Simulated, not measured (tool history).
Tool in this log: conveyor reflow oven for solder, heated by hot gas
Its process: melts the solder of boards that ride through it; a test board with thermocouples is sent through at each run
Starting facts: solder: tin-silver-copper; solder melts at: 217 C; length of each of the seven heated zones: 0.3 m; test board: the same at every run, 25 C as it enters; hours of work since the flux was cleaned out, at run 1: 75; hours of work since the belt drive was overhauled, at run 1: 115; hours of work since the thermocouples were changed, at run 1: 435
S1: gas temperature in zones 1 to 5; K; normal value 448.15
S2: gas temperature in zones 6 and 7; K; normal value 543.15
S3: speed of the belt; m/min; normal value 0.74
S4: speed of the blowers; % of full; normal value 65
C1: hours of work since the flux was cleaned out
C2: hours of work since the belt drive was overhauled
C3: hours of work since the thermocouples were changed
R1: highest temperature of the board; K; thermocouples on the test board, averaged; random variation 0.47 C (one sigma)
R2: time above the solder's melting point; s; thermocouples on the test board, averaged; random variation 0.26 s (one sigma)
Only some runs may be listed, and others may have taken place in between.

run,hour,S1,S2,S3,S4,C1,C2,C3,R1,R2
1,0,448.15,543.15,0.74,65,75,115,435,523.15,34.8
2,65.6,450.15,543.15,0.74,65,122,162,482,523.35,35
# hour 126.8: flux residue cleaned out of gas plates and filters
3,136.3,450.15,543.15,0.74,65,7,210,530,524.05,36.5
4,180.9,448.15,543.15,0.74,65,39,242,562,523.65,35.3
5,233.3,448.15,543.15,0.74,74,77,280,600,524.15,35.5
6,297.6,443.15,543.15,0.74,65,124,327,647,522.05,32.7
# hour 354.8: flux residue cleaned out of gas plates and filters
7,359,443.15,543.15,0.74,65,3,368,688,523.25,33.4
8,413.9,443.15,543.15,0.74,65,43,408,728,522.55,33.7
9,486.2,448.15,552.15,0.74,65,95,460,780,530.15,38.3
# hour 581.6: flux residue cleaned out of gas plates and filters
10,581.6,446.15,543.15,0.74,65,0,526,846,523.05,35
11,631.2,448.15,543.15,0.74,67,36,562,882,523.15,35.3
12,673.4,448.15,543.15,0.74,65,67,593,913,522.25,34.6
# hour 683.3: belt drive overhauled, speed set with a stopwatch
13,764.4,448.15,543.15,0.74,65,130,59,976,523.35,34.7
# hour 811.7: flux residue cleaned out of gas plates and filters
14,818.9,448.15,543.15,0.74,65,5,95,1012,523.55,35.3
15,891.5,448.15,543.15,0.74,65,58,147,1064,522.35,34.8
# hour 939.4: belt drive overhauled, speed set with a stopwatch, once more
16,939.4,438.15,535.15,0.664,65,90,0,1096,516.15,33.2
17,981.8,448.15,533.15,0.777,57,121,31,1127,509.55,24.2
# hour 1041.7: flux residue cleaned out of gas plates and filters
18,1064.7,448.15,537.15,0.74,65,17,87,1184,517.15,31.6
19,1111.5,448.15,543.15,0.759,88,51,121,1217,524.85,35.7
20,1202.6,448.15,543.15,0.719,70,117,187,1284,523.45,36.3
# hour 1258.9: thermocouples of zones 6 and 7 changed
21,1258.9,461.15,536.15,0.666,65,156,227,0,521.85,42.9
# hour 1272.2: flux residue cleaned out of gas plates and filters
22,1310.5,461.15,536.15,0.666,65,28,261,34,522.45,44.3
23,1399.6,461.15,556.15,0.666,86,93,325,99,543.45,51.1
24,1437.1,448.15,538.15,0.791,70,120,353,126,518.05,29.9
# hour 1499.9: flux residue cleaned out of gas plates and filters
25,1520.9,448.15,538.15,0.791,70,15,410,183,518.85,30.7
26,1596.4,457.15,534.15,0.843,84,70,465,238,518.15,30
27,1643.7,448.15,543.15,0.616,73,104,499,272,529.45,47.4
28,1716.7,451.15,543.15,0.74,65,157,552,325,522.95,35.6
# hour 1728.7: flux residue cleaned out of gas plates and filters
29,1803.4,456.15,543.15,0.74,58,54,611,384,524.25,37.7

4 ways to go on from here, each from the tool as it stands after run 29. What would each give?
A,1893.9,448.15,543.15,0.74,66,120,677,450,?,?
B,1893.9,439.15,543.15,0.74,56,120,677,450,?,?
C,1893.9,448.15,535.15,0.74,65,120,677,450,?,?
D,1893.9,457.15,543.15,0.74,65,120,677,450,?,?

run,R1,R2
A,522.45,35.2
B,518.45,30.3
C,516.95,31.5
D,525.45,38.6
Stripped of hidden state, with their random variation kept, the same runs would have yielded:
run,R1,R2
A,524.05,35.8
B,520.05,31.1
C,518.45,32.3
D,526.95,39
